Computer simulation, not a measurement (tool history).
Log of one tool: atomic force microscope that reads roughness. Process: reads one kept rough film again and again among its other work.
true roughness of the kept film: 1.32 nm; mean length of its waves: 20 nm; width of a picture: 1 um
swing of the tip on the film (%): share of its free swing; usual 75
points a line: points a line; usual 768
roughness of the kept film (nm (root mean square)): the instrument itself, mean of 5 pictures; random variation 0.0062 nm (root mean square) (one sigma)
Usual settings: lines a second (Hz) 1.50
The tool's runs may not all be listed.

run	hour	lines a second (Hz)	swing of the tip on the film (%)	points a line	roughness of the kept film (nm (root mean square))
1	0.0	1.50	75	768	1.039
2	9.4	1.50	75	768	1.027
3	22.3	1.50	75	768	1.020
4	31.1	1.50	75	768	1.017
5	41.3	1.50	57	768	1.047
6	48.7	1.50	57	768	1.038
# hour 50.4: height scale calibrated on a step standard
7	59.4	1.50	57	768	1.034
8	68.9	3.36	79	768	0.929
9	81.9	0.92	71	266	0.993
10	88.3	0.92	83	266	0.951
11	98.1	0.92	83	266	0.958
# hour 100.9: height scale calibrated on a step standard, once more
12	105.4	0.92	60	658	1.002
13	115.4	0.92	60	658	1.003
14	125.6	1.91	60	437	0.974

Forecast each of these 3 alternatives for the next run:
# hour 129.2: new tip fitted
A	133.1	1.50	86	408	?
# hour 129.2: new tip fitted
B	133.1	1.91	71	437	?
# hour 129.2: new tip fitted
C	133.1	1.50	56	768	?

run	roughness of the kept film (nm (root mean square))
A	1.131
B	1.159
C	1.204
Without the tool's hidden state the same runs would have given:
run	roughness of the kept film (nm (root mean square))
A	1.141
B	1.170
C	1.215

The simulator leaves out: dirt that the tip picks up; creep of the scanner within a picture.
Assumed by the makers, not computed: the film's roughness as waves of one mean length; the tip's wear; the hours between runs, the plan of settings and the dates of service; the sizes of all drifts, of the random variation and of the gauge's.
